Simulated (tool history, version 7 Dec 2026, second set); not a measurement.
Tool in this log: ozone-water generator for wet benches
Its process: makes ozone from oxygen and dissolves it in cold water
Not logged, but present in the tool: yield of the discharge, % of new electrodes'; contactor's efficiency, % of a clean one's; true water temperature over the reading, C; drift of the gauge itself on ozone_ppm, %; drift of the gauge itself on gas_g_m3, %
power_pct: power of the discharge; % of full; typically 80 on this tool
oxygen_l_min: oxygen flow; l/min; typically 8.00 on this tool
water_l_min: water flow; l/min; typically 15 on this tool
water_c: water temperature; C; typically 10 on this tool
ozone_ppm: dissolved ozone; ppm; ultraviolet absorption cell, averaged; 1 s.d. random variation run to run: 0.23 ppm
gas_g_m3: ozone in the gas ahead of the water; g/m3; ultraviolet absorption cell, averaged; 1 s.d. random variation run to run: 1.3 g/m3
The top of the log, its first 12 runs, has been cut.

| run | hour | power_pct | oxygen_l_min | water_l_min | water_c | hours of work since the electrodes were changed | hours of work since the contactor was cleaned | hours of work since the thermometer was calibrated | ozone_ppm | gas_g_m3 |
|---|---|---|---|---|---|---|---|---|---|---|
| 13 | 291.9 | 80 | 8.00 | 15 | 10 | 400 | 2920 | 4266 | 34.9 | 231.1 |
| 14 | 313.7 | 80 | 8.00 | 15 | 10 | 421 | 2942 | 4288 | 34.2 | 231.0 |
| 15 | 345.7 | 80 | 8.00 | 15 | 10 | 453 | 2974 | 4320 | 34.1 | 229.1 |
| 16 | 370.2 | 80 | 8.00 | 15 | 10 | 478 | 2998 | 4344 | 34.2 | 230.1 |
| 17 | 391.3 | 80 | 8.00 | 15 | 10 | 499 | 3019 | 4365 | 34.1 | 231.2 |
| 18 | 423.9 | 43 | 8.00 | 22 | 10 | 531 | 3052 | 4398 | 15.1 | 134.1 |
| 19 | 440.4 | 50 | 8.00 | 19 | 13 | 548 | 3068 | 4414 | 18.6 | 154.2 |
| 20 | 466.9 | 80 | 8.00 | 16 | 12 | 574 | 3095 | 4441 | 31.2 | 231.5 |
| 21 | 487.2 | 80 | 8.00 | 16 | 12 | 595 | 3115 | 4461 | 31.6 | 230.4 |
| 22 | 511.3 | 80 | 8.00 | 16 | 12 | 619 | 3139 | 4485 | 31.1 | 230.8 |
| 23 | 537.9 | 80 | 5.95 | 16 | 7 | 645 | 3166 | 4512 | 33.1 | 258.2 |
| 24 | 555.4 | 80 | 5.95 | 16 | 7 | 663 | 3183 | 4529 | 32.7 | 260.4 |
| 25 | 569.3 | 68 | 5.95 | 16 | 17 | 677 | 3197 | 4543 | 24.7 | 223.9 |
| 26 | 591.6 | 44 | 5.85 | 9 | 6 | 699 | 3220 | 4565 | 30.0 | 155.3 |
| 27 | 605.3 | 44 | 5.85 | 9 | 6 | 713 | 3233 | 4579 | 29.3 | 156.4 |
| 28 | 635.8 | 80 | 7.23 | 15 | 10 | 743 | 3264 | 4610 | 34.1 | 238.0 |
| 29 | 661.3 | 80 | 8.00 | 13 | 15 | 769 | 3289 | 4635 | 33.4 | 228.0 |
| 30 | 676.8 | 80 | 8.00 | 13 | 15 | 784 | 3305 | 4651 | 33.6 | 228.8 |
| 31 | 691.6 | 87 | 11.32 | 9 | 15 | 799 | 3319 | 4665 | 41.0 | 213.9 |
| 32 | 721.2 | 87 | 11.32 | 9 | 15 | 828 | 3349 | 4695 | 41.7 | 215.0 |

4 options for the next run, each taken on its own from the tool as it stands now. Forecast them:
| A | 742.7 | 79 | 4.03 | 15 | 10 | 850 | 3370 | 4716 | ? | ? |
| B | 742.7 | 80 | 8.00 | 19 | 10 | 850 | 3370 | 4716 | ? | ? |
| C | 742.7 | 80 | 8.00 | 15 | 7 | 850 | 3370 | 4716 | ? | ? |
| D | 742.7 | 87 | 13.72 | 12 | 15 | 850 | 3370 | 4716 | ? | ? |

| run | ozone_ppm | gas_g_m3 |
|---|---|---|
| A | 30.4 | 294.0 |
| B | 29.3 | 226.8 |
| C | 35.8 | 227.2 |
| D | 35.3 | 198.7 |
What these runs would have given with no unlogged condition in the tool:
| run | ozone_ppm | gas_g_m3 |
|---|---|---|
| A | 31.7 | 298.8 |
| B | 30.6 | 230.6 |
| C | 37.4 | 230.9 |
| D | 37.0 | 202.2 |
